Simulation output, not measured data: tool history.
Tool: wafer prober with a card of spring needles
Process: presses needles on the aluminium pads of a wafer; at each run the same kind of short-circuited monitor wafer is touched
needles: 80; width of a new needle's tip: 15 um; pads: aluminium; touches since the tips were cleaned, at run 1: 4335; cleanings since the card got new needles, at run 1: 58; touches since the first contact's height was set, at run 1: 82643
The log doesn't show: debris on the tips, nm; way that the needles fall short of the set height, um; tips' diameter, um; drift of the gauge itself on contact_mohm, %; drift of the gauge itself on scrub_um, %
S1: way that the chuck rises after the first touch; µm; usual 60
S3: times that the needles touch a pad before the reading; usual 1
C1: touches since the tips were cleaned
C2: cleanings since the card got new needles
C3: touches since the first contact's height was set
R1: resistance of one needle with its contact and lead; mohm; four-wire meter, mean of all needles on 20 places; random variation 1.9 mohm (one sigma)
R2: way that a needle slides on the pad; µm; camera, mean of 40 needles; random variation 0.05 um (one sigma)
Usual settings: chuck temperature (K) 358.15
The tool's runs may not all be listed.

run 1 hour=0.0 | S1=60 chuck_temperature_(K)=358.15 S3=1 | C1=4335 C2=58 C3=82643 | R1=199 R2=16.13
-- hour=13.8 tips cleaned on abrasive film
-- hour=42.9 tips cleaned on abrasive film
run 2 hour=60.7 | S1=60 chuck_temperature_(K)=358.15 S3=1 | C1=4739 C2=60 C3=98738 | R1=200 R2=16.09
-- hour=73.4 tips cleaned on abrasive film
-- hour=103.1 tips cleaned on abrasive film
-- hour=132.3 tips cleaned on abrasive film
run 3 hour=141.5 | S1=60 chuck_temperature_(K)=358.15 S3=1 | C1=2448 C2=63 C3=120144 | R1=199 R2=16.08
-- hour=164.6 tips cleaned on abrasive film
run 4 hour=182.7 | S1=60 chuck_temperature_(K)=358.15 S3=1 | C1=4815 C2=64 C3=131079 | R1=196 R2=16.04
-- hour=195.9 tips cleaned on abrasive film
-- hour=225.0 tips cleaned on abrasive film
run 5 hour=226.6 | S1=60 chuck_temperature_(K)=358.15 S3=1 | C1=419 C2=66 C3=142693 | R1=195 R2=16.09
-- hour=255.2 tips cleaned on abrasive film
-- hour=287.8 tips cleaned on abrasive film
run 6 hour=307.0 | S1=60 chuck_temperature_(K)=358.15 S3=1 | C1=5107 C2=68 C3=164010 | R1=195 R2=16.09
-- hour=320.1 tips cleaned on abrasive film
-- hour=352.8 tips cleaned on abrasive film
run 7 hour=353.2 | S1=60 chuck_temperature_(K)=358.15 S3=2 | C1=123 C2=70 C3=176269 | R1=199 R2=16.02
-- hour=381.6 tips cleaned on abrasive film
-- hour=412.0 tips cleaned on abrasive film
run 8 hour=434.3 | S1=60 chuck_temperature_(K)=358.15 S3=1 | C1=5947 C2=72 C3=197784 | R1=199 R2=16.05
-- hour=440.8 tips cleaned on abrasive film
-- hour=470.6 tips cleaned on abrasive film
-- hour=470.9 height of the first contact set anew
run 9 hour=491.6 | S1=60 chuck_temperature_(K)=358.15 S3=1 | C1=5505 C2=74 C3=5505 | R1=197 R2=16.12
-- hour=501.7 tips cleaned on abrasive film
-- hour=534.5 tips cleaned on abrasive film
run 10 hour=552.7 | S1=60 chuck_temperature_(K)=358.15 S3=1 | C1=4846 C2=76 C3=21710 | R1=198 R2=16.10
-- hour=563.6 tips cleaned on abrasive film
-- hour=592.4 tips cleaned on abrasive film
run 11 hour=598.5 | S1=60 chuck_temperature_(K)=358.15 S3=1 | C1=1618 C2=78 C3=33825 | R1=196 R2=16.02
-- hour=626.5 tips cleaned on abrasive film
-- hour=654.8 tips cleaned on abrasive film
run 12 hour=679.0 | S1=60 chuck_temperature_(K)=358.15 S3=1 | C1=6424 C2=80 C3=55181 | R1=195 R2=16.04
-- hour=683.6 tips cleaned on abrasive film
-- hour=712.4 tips cleaned on abrasive film
run 13 hour=714.9 | S1=60 chuck_temperature_(K)=358.15 S3=1 | C1=654 C2=82 C3=64674 | R1=198 R2=16.15
-- hour=744.5 tips cleaned on abrasive film
-- hour=774.4 tips cleaned on abrasive film
run 14 hour=783.3 | S1=60 chuck_temperature_(K)=358.15 S3=1 | C1=2375 C2=84 C3=82816 | R1=193 R2=16.03
-- hour=804.9 tips cleaned on abrasive film
-- hour=832.6 tips cleaned on abrasive film
run 15 hour=837.4 | S1=42 chuck_temperature_(K)=358.15 S3=1 | C1=1278 C2=86 C3=97156 | R1=201 R2=11.23
-- hour=861.1 tips cleaned on abrasive film
run 16 hour=885.5 | S1=74 chuck_temperature_(K)=379.15 S3=3 | C1=6493 C2=87 C3=109907 | R1=200 R2=19.79
-- hour=892.3 tips cleaned on abrasive film
-- hour=922.3 tips cleaned on abrasive film
-- hour=953.8 tips cleaned on abrasive film
run 17 hour=971.1 | S1=74 chuck_temperature_(K)=379.15 S3=3 | C1=4599 C2=90 C3=132598 | R1=198 R2=19.91
-- hour=982.7 tips cleaned on abrasive film
-- hour=1013.0 tips cleaned on abrasive film
run 18 hour=1038.7 | S1=74 chuck_temperature_(K)=379.15 S3=3 | C1=6813 C2=92 C3=150513 | R1=199 R2=19.88
-- hour=1043.9 tips cleaned on abrasive film
-- hour=1072.9 tips cleaned on abrasive film
run 19 hour=1080.2 | S1=41 chuck_temperature_(K)=303.15 S3=3 | C1=1959 C2=94 C3=161519 | R1=192 R2=11.07
-- hour=1101.7 tips cleaned on abrasive film
-- hour=1130.1 tips cleaned on abrasive film
run 20 hour=1153.4 | S1=41 chuck_temperature_(K)=303.15 S3=1 | C1=6201 C2=96 C3=180921 | R1=193 R2=11.00
-- hour=1159.6 tips cleaned on abrasive film
-- hour=1189.1 tips cleaned on abrasive film
run 21 hour=1192.2 | S1=47 chuck_temperature_(K)=316.15 S3=2 | C1=824 C2=98 C3=191196 | R1=191 R2=12.64
-- hour=1223.2 tips cleaned on abrasive film
-- hour=1254.6 tips cleaned on abrasive film
-- hour=1254.9 height of the first contact set anew
run 22 hour=1267.6 | S1=47 chuck_temperature_(K)=316.15 S3=2 | C1=3376 C2=100 C3=3376 | R1=192 R2=12.62
-- hour=1282.5 tips cleaned on abrasive film
-- hour=1310.8 tips cleaned on abrasive film
run 23 hour=1326.1 | S1=44 chuck_temperature_(K)=333.15 S3=2 | C1=4085 C2=102 C3=18896 | R1=197 R2=11.80
-- hour=1343.2 tips cleaned on abrasive film
-- hour=1371.3 tips cleaned on abrasive film
run 24 hour=1389.8 | S1=69 chuck_temperature_(K)=380.15 S3=2 | C1=4927 C2=104 C3=35770 | R1=199 R2=18.45
-- hour=1402.1 tips cleaned on abrasive film
-- hour=1432.5 tips cleaned on abrasive film
-- hour=1460.1 tips cleaned on abrasive film
run 25 hour=1460.1 | S1=56 chuck_temperature_(K)=392.15 S3=3 | C1=0 C2=107 C3=54398 | R1=201 R2=15.06
-- hour=1492.6 tips cleaned on abrasive film
-- hour=1521.5 tips cleaned on abrasive film
run 26 hour=1539.9 | S1=60 chuck_temperature_(K)=396.15 S3=1 | C1=4900 C2=109 C3=75560 | R1=205 R2=16.05
-- hour=1555.0 tips cleaned on abrasive film
-- hour=1584.9 tips cleaned on abrasive film
-- hour=1615.0 tips cleaned on abrasive film
run 27 hour=1615.0 | S1=60 chuck_temperature_(K)=396.15 S3=1 | C1=0 C2=112 C3=95461 | R1=203 R2=16.08

Run 28 comes next. What will it give?
-- hour=1646.4 tips cleaned on abrasive film
run 28 hour=1651.3 | S1=60 chuck_temperature_(K)=396.15 S3=1 | C1=1323 C2=113 C3=105091 | R1=? R2=?

R1: 204 mohm
R2: 16.07 µm
Without the tool's hidden state the same run would have given R1 204 mohm, R2 16.08 µm.
